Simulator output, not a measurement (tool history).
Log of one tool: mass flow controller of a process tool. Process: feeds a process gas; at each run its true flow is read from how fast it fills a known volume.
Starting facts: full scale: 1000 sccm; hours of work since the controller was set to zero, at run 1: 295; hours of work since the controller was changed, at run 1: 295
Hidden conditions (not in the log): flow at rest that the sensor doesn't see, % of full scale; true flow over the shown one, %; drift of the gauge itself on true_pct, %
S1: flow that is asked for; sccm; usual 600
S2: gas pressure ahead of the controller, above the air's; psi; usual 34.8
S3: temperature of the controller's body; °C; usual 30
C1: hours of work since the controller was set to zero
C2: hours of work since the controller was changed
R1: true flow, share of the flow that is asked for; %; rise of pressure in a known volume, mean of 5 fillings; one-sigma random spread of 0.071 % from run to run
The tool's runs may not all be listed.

run,day,S1,S2,S3,C1,C2,R1
1,0,600,34.8,30,295,295,99.83
2,4.162,600,27.7,30,344,344,99.68
3,7.288,151,27.7,30,382,382,98.63
4,10.012,151,27.7,30,414,414,98.84
5,14.725,151,27.7,30,470,470,98.62
6,17.075,600,34.8,30,498,498,100.04
7,20.883,600,34.8,30,544,544,99.92
8,22.933,600,34.8,30,568,568,100.08
9,26.883,600,34.8,36,615,615,100.77
10,29.104,600,34.8,36,642,642,100.75
11,31.9,600,34.8,36,675,675,100.9
12,35.496,699,34.8,30,718,718,100.42
13,38.738,699,34.8,30,757,757,100.49
14,43.067,699,29.3,30,808,808,100.39
15,46.617,699,29.3,30,850,850,100.33
16,50.904,600,34.8,27,902,902,100.03
17,54.538,600,34.8,27,945,945,100.07
18,57.988,600,34.8,30,986,986,100.48
19,61.858,600,34.8,30,1032,1032,100.38
20,64.983,600,34.8,30,1069,1069,100.48
21,66.996,600,24.1,30,1093,1093,100.2
22,70.071,600,24.1,38,1130,1130,100.98
23,74.438,600,31.9,30,1182,1182,100.59
24,79.142,600,31.9,30,1238,1238,100.48
25,83.054,134,27.6,33,1285,1285,99.56
26,87.104,599,21.5,21,1333,1333,99.07
27,90.196,208,21.5,26,1370,1370,98.89
28,94.267,208,21.5,26,1418,1418,99.02
29,98.621,208,21.5,24,1470,1470,98.64
30,102.221,208,21.5,35,1513,1513,99.83
31,104.683,843,40,35,1543,1543,102.14
32,108.546,843,40,35,1589,1589,102.22
33,111.254,600,34.8,27,1621,1621,100.41
34,113.917,733,25.2,31,1653,1653,101.08
35,117.083,733,25.2,31,1690,1690,100.95

What will run 36 give?
36,120.058,148,32.6,38,1726,1726,?

R1: 100.78 %
Without the tool's hidden state the same run would have given R1 99.71 %.
